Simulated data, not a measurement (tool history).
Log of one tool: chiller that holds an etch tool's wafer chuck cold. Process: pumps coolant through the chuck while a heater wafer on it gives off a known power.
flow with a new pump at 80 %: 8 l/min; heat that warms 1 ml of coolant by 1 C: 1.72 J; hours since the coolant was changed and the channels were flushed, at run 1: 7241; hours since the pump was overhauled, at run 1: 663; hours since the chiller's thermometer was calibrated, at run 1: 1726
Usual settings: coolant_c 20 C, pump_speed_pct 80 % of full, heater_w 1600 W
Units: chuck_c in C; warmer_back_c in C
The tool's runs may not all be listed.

| run | hour | coolant_c | pump_speed_pct | heater_w | hours since the coolant was changed and the channels were flushed | hours since the pump was overhauled | hours since the chiller's thermometer was calibrated | chuck_c | warmer_back_c |
|---|---|---|---|---|---|---|---|---|---|
| 1 | 0.0 | 20 | 80 | 1600 | 7241 | 663 | 1726 | 36.9 | 7.08 |
| 2 | 17.5 | 20 | 80 | 1600 | 7259 | 681 | 1743 | 37.2 | 7.08 |
| 3 | 32.8 | 20 | 80 | 1600 | 7274 | 696 | 1759 | 37.0 | 6.99 |
| 4 | 68.4 | 17 | 80 | 1600 | 7310 | 732 | 1794 | 34.0 | 7.07 |
| 5 | 97.9 | 17 | 80 | 1600 | 7339 | 761 | 1824 | 34.2 | 7.10 |
| 6 | 121.8 | 20 | 79 | 1600 | 7363 | 785 | 1848 | 37.2 | 7.09 |
| 7 | 143.2 | 20 | 80 | 1378 | 7384 | 807 | 1869 | 34.6 | 6.10 |
| 8 | 178.0 | 20 | 80 | 1378 | 7419 | 841 | 1904 | 34.6 | 6.14 |
| 9 | 196.6 | 20 | 80 | 1378 | 7438 | 860 | 1923 | 34.7 | 6.07 |
| 10 | 227.7 | 20 | 80 | 1378 | 7469 | 891 | 1954 | 34.8 | 6.05 |
| 11 | 242.9 | 20 | 80 | 1378 | 7484 | 906 | 1969 | 34.8 | 6.07 |
| 12 | 266.3 | 20 | 80 | 1378 | 7508 | 930 | 1992 | 34.7 | 6.08 |
| 13 | 297.1 | 12 | 83 | 2314 | 7538 | 960 | 2023 | 35.8 | 9.88 |
| 14 | 320.5 | 20 | 86 | 1415 | 7562 | 984 | 2046 | 34.4 | 5.86 |
| 15 | 353.1 | 18 | 95 | 1415 | 7594 | 1016 | 2079 | 31.1 | 5.15 |
| 16 | 384.8 | 18 | 95 | 1415 | 7626 | 1048 | 2111 | 31.1 | 5.21 |
| 17 | 419.3 | 18 | 95 | 1415 | 7661 | 1083 | 2145 | 31.2 | 5.14 |
| 18 | 445.8 | 18 | 95 | 1415 | 7687 | 1109 | 2172 | 31.2 | 5.09 |
| 19 | 482.6 | 10 | 89 | 1415 | 7724 | 1146 | 2209 | 23.8 | 5.58 |
| 20 | 507.2 | 13 | 80 | 1600 | 7748 | 1171 | 2233 | 30.2 | 7.14 |
| 21 | 530.6 | 13 | 75 | 1377 | 7772 | 1194 | 2257 | 28.6 | 6.55 |

5 ways to go on from here, each from the tool as it stands after run 21. What would each give?
| A | 545.9 | 23 | 92 | 1260 | 7787 | 1209 | 2272 | ? | ? |
| B | 545.9 | 20 | 80 | 1814 | 7787 | 1209 | 2272 | ? | ? |
| C | 545.9 | 11 | 79 | 922 | 7787 | 1209 | 2272 | ? | ? |
| D | 545.9 | 12 | 75 | 1484 | 7787 | 1209 | 2272 | ? | ? |
| E | 545.9 | 24 | 69 | 1377 | 7787 | 1209 | 2272 | ? | ? |

| run | chuck_c | warmer_back_c |
|---|---|---|
| A | 35.0 | 4.84 |
| B | 39.3 | 8.04 |
| C | 21.1 | 4.17 |
| D | 29.0 | 7.07 |
| E | 41.1 | 7.23 |
Without the tool's hidden state the same runs would have given:
| run | chuck_c | warmer_back_c |
|---|---|---|
| A | 33.5 | 4.76 |
| B | 37.1 | 7.92 |
| C | 19.9 | 4.10 |
| D | 27.0 | 6.96 |
| E | 39.1 | 7.12 |
